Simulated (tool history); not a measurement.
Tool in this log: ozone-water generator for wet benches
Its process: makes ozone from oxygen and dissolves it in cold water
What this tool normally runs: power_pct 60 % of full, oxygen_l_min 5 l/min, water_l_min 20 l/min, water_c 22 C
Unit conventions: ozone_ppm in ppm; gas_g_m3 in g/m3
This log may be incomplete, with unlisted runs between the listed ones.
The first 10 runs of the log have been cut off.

run 11 hour=324.8 | power_pct=60 oxygen_l_min=5 water_l_min=20 water_c=22 | ozone_ppm=14.2 gas_g_m3=168.5
run 12 hour=348.6 | power_pct=60 oxygen_l_min=5 water_l_min=20 water_c=22 | ozone_ppm=13.8 gas_g_m3=167.3
run 13 hour=368.1 | power_pct=60 oxygen_l_min=5 water_l_min=20 water_c=22 | ozone_ppm=13.9 gas_g_m3=169.3
run 14 hour=397.6 | power_pct=40 oxygen_l_min=5 water_l_min=20 water_c=22 | ozone_ppm=10.8 gas_g_m3=133.5
run 15 hour=418.1 | power_pct=40 oxygen_l_min=5 water_l_min=20 water_c=22 | ozone_ppm=11.2 gas_g_m3=133.5
run 16 hour=461.9 | power_pct=40 oxygen_l_min=5 water_l_min=20 water_c=22 | ozone_ppm=11.1 gas_g_m3=134.2
run 17 hour=500.1 | power_pct=40 oxygen_l_min=5 water_l_min=20 water_c=27 | ozone_ppm=10 gas_g_m3=133.8
run 18 hour=522.8 | power_pct=43 oxygen_l_min=2.6 water_l_min=29 water_c=18 | ozone_ppm=7.4 gas_g_m3=197.3
run 19 hour=555.8 | power_pct=60 oxygen_l_min=4.79 water_l_min=15 water_c=22 | ozone_ppm=18 gas_g_m3=169.4
run 20 hour=600.1 | power_pct=60 oxygen_l_min=4.79 water_l_min=15 water_c=22 | ozone_ppm=17.9 gas_g_m3=170.9
run 21 hour=635.4 | power_pct=60 oxygen_l_min=3.79 water_l_min=15 water_c=24 | ozone_ppm=17.3 gas_g_m3=194.5
run 22 hour=654.7 | power_pct=70 oxygen_l_min=3.79 water_l_min=27 water_c=24 | ozone_ppm=10.4 gas_g_m3=210.4
run 23 hour=692.1 | power_pct=45 oxygen_l_min=7.11 water_l_min=29 water_c=15 | ozone_ppm=8.9 gas_g_m3=117.5
run 24 hour=723.7 | power_pct=45 oxygen_l_min=7.11 water_l_min=29 water_c=15 | ozone_ppm=9 gas_g_m3=117.3
run 25 hour=766.2 | power_pct=45 oxygen_l_min=7.11 water_l_min=29 water_c=15 | ozone_ppm=8.8 gas_g_m3=118.4
run 26 hour=790.1 | power_pct=60 oxygen_l_min=5.04 water_l_min=20 water_c=22 | ozone_ppm=13.7 gas_g_m3=163.6
run 27 hour=815.1 | power_pct=60 oxygen_l_min=5.04 water_l_min=20 water_c=22 | ozone_ppm=13.5 gas_g_m3=166.6
run 28 hour=854.9 | power_pct=60 oxygen_l_min=5.04 water_l_min=20 water_c=22 | ozone_ppm=13.6 gas_g_m3=165.6
run 29 hour=885.4 | power_pct=43 oxygen_l_min=5 water_l_min=20 water_c=24 | ozone_ppm=10.9 gas_g_m3=137.2

What does the tool deliver on the next run?
run 30 hour=922.3 | power_pct=47 oxygen_l_min=3.6 water_l_min=20 water_c=27 | ozone_ppm=? gas_g_m3=?

{"run 30": {"ozone_ppm": 10.9, "gas_g_m3": 173.2}}
The same run, on a tool lacking any hidden state, would have yielded ozone_ppm 11.8 ppm, gas_g_m3 181.7 g/m3.
